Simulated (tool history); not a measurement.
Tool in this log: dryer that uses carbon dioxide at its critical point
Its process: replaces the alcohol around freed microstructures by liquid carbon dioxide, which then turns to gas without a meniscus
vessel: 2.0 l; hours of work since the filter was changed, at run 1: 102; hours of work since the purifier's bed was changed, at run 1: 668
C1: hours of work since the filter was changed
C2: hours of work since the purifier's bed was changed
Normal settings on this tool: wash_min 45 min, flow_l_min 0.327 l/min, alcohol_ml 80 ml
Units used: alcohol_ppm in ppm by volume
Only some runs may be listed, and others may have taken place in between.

{"run": 1, "hour": 0.0, "wash_min": 45, "flow_l_min": 0.327, "alcohol_ml": 80, "C1": 102, "C2": 668, "alcohol_ppm": 307}
{"run": 2, "hour": 22.8, "wash_min": 45, "flow_l_min": 0.516, "alcohol_ml": 80, "C1": 119, "C2": 685, "alcohol_ppm": 146}
{"run": 3, "hour": 51.9, "wash_min": 45, "flow_l_min": 0.516, "alcohol_ml": 80, "C1": 140, "C2": 706, "alcohol_ppm": 160}
{"run": 4, "hour": 64.3, "wash_min": 45, "flow_l_min": 0.352, "alcohol_ml": 80, "C1": 149, "C2": 715, "alcohol_ppm": 271}
{"run": 5, "hour": 93.5, "wash_min": 45, "flow_l_min": 0.352, "alcohol_ml": 80, "C1": 170, "C2": 737, "alcohol_ppm": 284}
{"run": 6, "hour": 120.6, "wash_min": 45, "flow_l_min": 0.223, "alcohol_ml": 80, "C1": 190, "C2": 757, "alcohol_ppm": 1329}
{"hour": 133.1, "done": "inlet filter changed"}
{"run": 7, "hour": 145.2, "wash_min": 45, "flow_l_min": 0.327, "alcohol_ml": 80, "C1": 9, "C2": 774, "alcohol_ppm": 283}
{"run": 8, "hour": 166.9, "wash_min": 45, "flow_l_min": 0.327, "alcohol_ml": 80, "C1": 25, "C2": 790, "alcohol_ppm": 287}
{"run": 9, "hour": 183.0, "wash_min": 45, "flow_l_min": 0.327, "alcohol_ml": 34, "C1": 37, "C2": 802, "alcohol_ppm": 220}
{"run": 10, "hour": 213.2, "wash_min": 45, "flow_l_min": 0.327, "alcohol_ml": 34, "C1": 59, "C2": 824, "alcohol_ppm": 224}
{"run": 11, "hour": 238.6, "wash_min": 45, "flow_l_min": 0.327, "alcohol_ml": 34, "C1": 77, "C2": 842, "alcohol_ppm": 237}
{"run": 12, "hour": 255.0, "wash_min": 45, "flow_l_min": 0.307, "alcohol_ml": 34, "C1": 89, "C2": 854, "alcohol_ppm": 271}
{"run": 13, "hour": 278.6, "wash_min": 45, "flow_l_min": 0.307, "alcohol_ml": 34, "C1": 107, "C2": 872, "alcohol_ppm": 275}
{"run": 14, "hour": 295.6, "wash_min": 45, "flow_l_min": 0.307, "alcohol_ml": 34, "C1": 119, "C2": 884, "alcohol_ppm": 288}
{"run": 15, "hour": 324.2, "wash_min": 52, "flow_l_min": 0.458, "alcohol_ml": 46, "C1": 140, "C2": 905, "alcohol_ppm": 194}
{"run": 16, "hour": 350.4, "wash_min": 37, "flow_l_min": 0.458, "alcohol_ml": 31, "C1": 159, "C2": 924, "alcohol_ppm": 231}
{"run": 17, "hour": 367.3, "wash_min": 37, "flow_l_min": 0.458, "alcohol_ml": 31, "C1": 172, "C2": 937, "alcohol_ppm": 227}
{"run": 18, "hour": 387.2, "wash_min": 38, "flow_l_min": 0.278, "alcohol_ml": 80, "C1": 186, "C2": 951, "alcohol_ppm": 1186}
{"hour": 404.7, "done": "inlet filter changed"}
{"run": 19, "hour": 412.4, "wash_min": 38, "flow_l_min": 0.278, "alcohol_ml": 80, "C1": 6, "C2": 969, "alcohol_ppm": 817}
{"run": 20, "hour": 440.0, "wash_min": 45, "flow_l_min": 0.268, "alcohol_ml": 78, "C1": 26, "C2": 989, "alcohol_ppm": 572}
{"run": 21, "hour": 461.7, "wash_min": 34, "flow_l_min": 0.349, "alcohol_ml": 40, "C1": 42, "C2": 1005, "alcohol_ppm": 401}
{"run": 22, "hour": 489.5, "wash_min": 30, "flow_l_min": 0.489, "alcohol_ml": 38, "C1": 62, "C2": 1026, "alcohol_ppm": 281}
{"run": 23, "hour": 504.6, "wash_min": 30, "flow_l_min": 0.489, "alcohol_ml": 38, "C1": 73, "C2": 1037, "alcohol_ppm": 291}
{"run": 24, "hour": 523.1, "wash_min": 48, "flow_l_min": 0.489, "alcohol_ml": 23, "C1": 87, "C2": 1050, "alcohol_ppm": 219}
{"run": 25, "hour": 545.8, "wash_min": 48, "flow_l_min": 0.489, "alcohol_ml": 23, "C1": 103, "C2": 1067, "alcohol_ppm": 228}
{"run": 26, "hour": 571.0, "wash_min": 59, "flow_l_min": 0.219, "alcohol_ml": 31, "C1": 122, "C2": 1085, "alcohol_ppm": 354}
{"hour": 575.8, "done": "purifier's bed changed"}
{"run": 27, "hour": 594.7, "wash_min": 59, "flow_l_min": 0.277, "alcohol_ml": 55, "C1": 137, "C2": 14, "alcohol_ppm": 83}
{"run": 28, "hour": 621.7, "wash_min": 45, "flow_l_min": 0.366, "alcohol_ml": 80, "C1": 157, "C2": 34, "alcohol_ppm": 126}

Measured result minus the same run's result without the hidden state. Both carry the same run-to-run variation, though not necessarily the same gauge scatter:
The hidden state here: flow that reaches the vessel past the clogged filter, %; alcohol in the recycled carbon dioxide, ppm; drift of the gauge itself on alcohol_ppm, %.
run=1 alcohol_ppm=+184
run=2 alcohol_ppm=+140
run=3 alcohol_ppm=+149
run=4 alcohol_ppm=+201
run=5 alcohol_ppm=+216
run=6 alcohol_ppm=+604
run=7 alcohol_ppm=+163
run=8 alcohol_ppm=+170
run=9 alcohol_ppm=+171
run=10 alcohol_ppm=+177
run=11 alcohol_ppm=+183
run=12 alcohol_ppm=+196
run=13 alcohol_ppm=+214
run=14 alcohol_ppm=+215
run=15 alcohol_ppm=+184
run=16 alcohol_ppm=+208
run=17 alcohol_ppm=+213
run=18 alcohol_ppm=+597
run=19 alcohol_ppm=+222
run=20 alcohol_ppm=+243
run=21 alcohol_ppm=+230
run=22 alcohol_ppm=+221
run=23 alcohol_ppm=+230
run=24 alcohol_ppm=+216
run=25 alcohol_ppm=+220
run=26 alcohol_ppm=+266
run=27 alcohol_ppm=+41
run=28 alcohol_ppm=+67
